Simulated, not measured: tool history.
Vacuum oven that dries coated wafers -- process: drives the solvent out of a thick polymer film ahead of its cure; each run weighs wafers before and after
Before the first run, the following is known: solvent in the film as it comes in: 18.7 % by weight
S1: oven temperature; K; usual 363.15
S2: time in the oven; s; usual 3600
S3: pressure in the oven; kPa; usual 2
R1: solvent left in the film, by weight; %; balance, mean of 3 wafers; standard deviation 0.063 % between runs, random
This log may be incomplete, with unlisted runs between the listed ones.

{"run": 1, "hour": 0.0, "S1": 363.15, "S2": 3600, "S3": 2, "R1": 3.61}
{"run": 2, "hour": 7.4, "S1": 363.15, "S2": 3600, "S3": 2, "R1": 3.69}
{"run": 3, "hour": 14.2, "S1": 363.15, "S2": 3600, "S3": 2, "R1": 3.64}
{"run": 4, "hour": 28.5, "S1": 363.15, "S2": 3600, "S3": 2, "R1": 3.81}
{"run": 5, "hour": 40.6, "S1": 363.15, "S2": 3600, "S3": 2, "R1": 3.71}
{"run": 6, "hour": 51.1, "S1": 363.15, "S2": 3600, "S3": 2, "R1": 3.79}
{"run": 7, "hour": 64.4, "S1": 363.15, "S2": 3600, "S3": 2, "R1": 3.87}
{"run": 8, "hour": 77.4, "S1": 363.15, "S2": 3600, "S3": 2, "R1": 3.67}
{"run": 9, "hour": 90.8, "S1": 363.15, "S2": 3600, "S3": 2, "R1": 3.7}
{"run": 10, "hour": 99.4, "S1": 363.15, "S2": 3600, "S3": 2, "R1": 3.69}
{"run": 11, "hour": 110.2, "S1": 363.15, "S2": 3600, "S3": 2, "R1": 3.67}
{"run": 12, "hour": 124.5, "S1": 363.15, "S2": 3600, "S3": 2, "R1": 3.81}
{"run": 13, "hour": 137.3, "S1": 363.15, "S2": 3600, "S3": 2, "R1": 3.74}
{"run": 14, "hour": 147.2, "S1": 363.15, "S2": 3600, "S3": 2, "R1": 3.75}
{"run": 15, "hour": 157.2, "S1": 363.15, "S2": 3600, "S3": 2, "R1": 3.78}
{"run": 16, "hour": 168.1, "S1": 350.15, "S2": 3600, "S3": 2, "R1": 8.62}
{"run": 17, "hour": 177.1, "S1": 350.15, "S2": 3600, "S3": 2, "R1": 8.53}
{"run": 18, "hour": 190.0, "S1": 363.15, "S2": 3600, "S3": 1.48, "R1": 3.43}
{"run": 19, "hour": 200.7, "S1": 363.15, "S2": 3600, "S3": 1.48, "R1": 3.4}
{"run": 20, "hour": 207.6, "S1": 363.15, "S2": 3600, "S3": 1.48, "R1": 3.5}
{"run": 21, "hour": 217.1, "S1": 363.15, "S2": 3600, "S3": 1.48, "R1": 3.4}
{"run": 22, "hour": 224.6, "S1": 370.15, "S2": 3600, "S3": 1.48, "R1": 1.74}
{"run": 23, "hour": 238.3, "S1": 370.15, "S2": 3600, "S3": 1.48, "R1": 1.73}
{"run": 24, "hour": 247.9, "S1": 370.15, "S2": 3600, "S3": 1.48, "R1": 1.71}
{"run": 25, "hour": 258.5, "S1": 370.15, "S2": 3600, "S3": 1.48, "R1": 1.79}
{"run": 26, "hour": 271.8, "S1": 368.15, "S2": 3600, "S3": 2, "R1": 2.48}
{"run": 27, "hour": 280.3, "S1": 368.15, "S2": 3600, "S3": 2, "R1": 2.39}
{"run": 28, "hour": 291.4, "S1": 363.15, "S2": 5460, "S3": 2, "R1": 2.34}
{"run": 29, "hour": 301.4, "S1": 363.15, "S2": 2880, "S3": 2, "R1": 4.83}
{"run": 30, "hour": 313.6, "S1": 360.15, "S2": 6120, "S3": 5.68, "R1": 5.47}
{"run": 31, "hour": 322.3, "S1": 378.15, "S2": 6240, "S3": 3.95, "R1": 1.63}
{"run": 32, "hour": 333.9, "S1": 354.15, "S2": 6240, "S3": 1.32, "R1": 3.78}
{"run": 33, "hour": 343.1, "S1": 354.15, "S2": 2700, "S3": 7.15, "R1": 11.21}
{"run": 34, "hour": 358.3, "S1": 354.15, "S2": 2040, "S3": 7.15, "R1": 12.48}
{"run": 35, "hour": 370.5, "S1": 349.15, "S2": 5940, "S3": 1.33, "R1": 5.96}
{"run": 36, "hour": 377.1, "S1": 356.15, "S2": 2580, "S3": 3.26, "R1": 8.62}
{"run": 37, "hour": 392.2, "S1": 356.15, "S2": 2580, "S3": 3.26, "R1": 8.65}
{"run": 38, "hour": 400.8, "S1": 370.15, "S2": 1980, "S3": 6.15, "R1": 6.19}
{"run": 39, "hour": 412.3, "S1": 363.15, "S2": 6300, "S3": 1.81, "R1": 1.84}
{"run": 40, "hour": 420.8, "S1": 363.15, "S2": 6300, "S3": 1.81, "R1": 1.91}
{"run": 41, "hour": 429.6, "S1": 363.15, "S2": 6300, "S3": 1.81, "R1": 1.93}
{"run": 42, "hour": 437.3, "S1": 363.15, "S2": 3120, "S3": 5.49, "R1": 6.5}
{"run": 43, "hour": 446.1, "S1": 378.15, "S2": 3480, "S3": 3.79, "R1": 1.76}
{"run": 44, "hour": 460.6, "S1": 378.15, "S2": 3480, "S3": 3.79, "R1": 1.76}
{"run": 45, "hour": 467.2, "S1": 378.15, "S2": 4080, "S3": 2.1, "R1": 0.94}
{"run": 46, "hour": 477.8, "S1": 378.15, "S2": 2580, "S3": 7.1, "R1": 3.39}
{"run": 47, "hour": 487.5, "S1": 378.15, "S2": 2580, "S3": 7.1, "R1": 3.51}

Forecast each of these 4 alternatives for the next run:
{"run": "A", "hour": 501.4, "S1": 363.15, "S2": 1980, "S3": 2.1, "R1": "?"}
{"run": "B", "hour": 501.4, "S1": 363.15, "S2": 4680, "S3": 2, "R1": "?"}
{"run": "C", "hour": 501.4, "S1": 374.15, "S2": 3420, "S3": 1.82, "R1": "?"}
{"run": "D", "hour": 501.4, "S1": 363.15, "S2": 2400, "S3": 4.05, "R1": "?"}

run=A R1=6.87
run=B R1=2.9
run=C R1=1.47
run=D R1=6.92
Without the tool's unlogged condition, the same runs would have read:
run=A R1=6.76
run=B R1=2.81
run=C R1=1.42
run=D R1=6.81
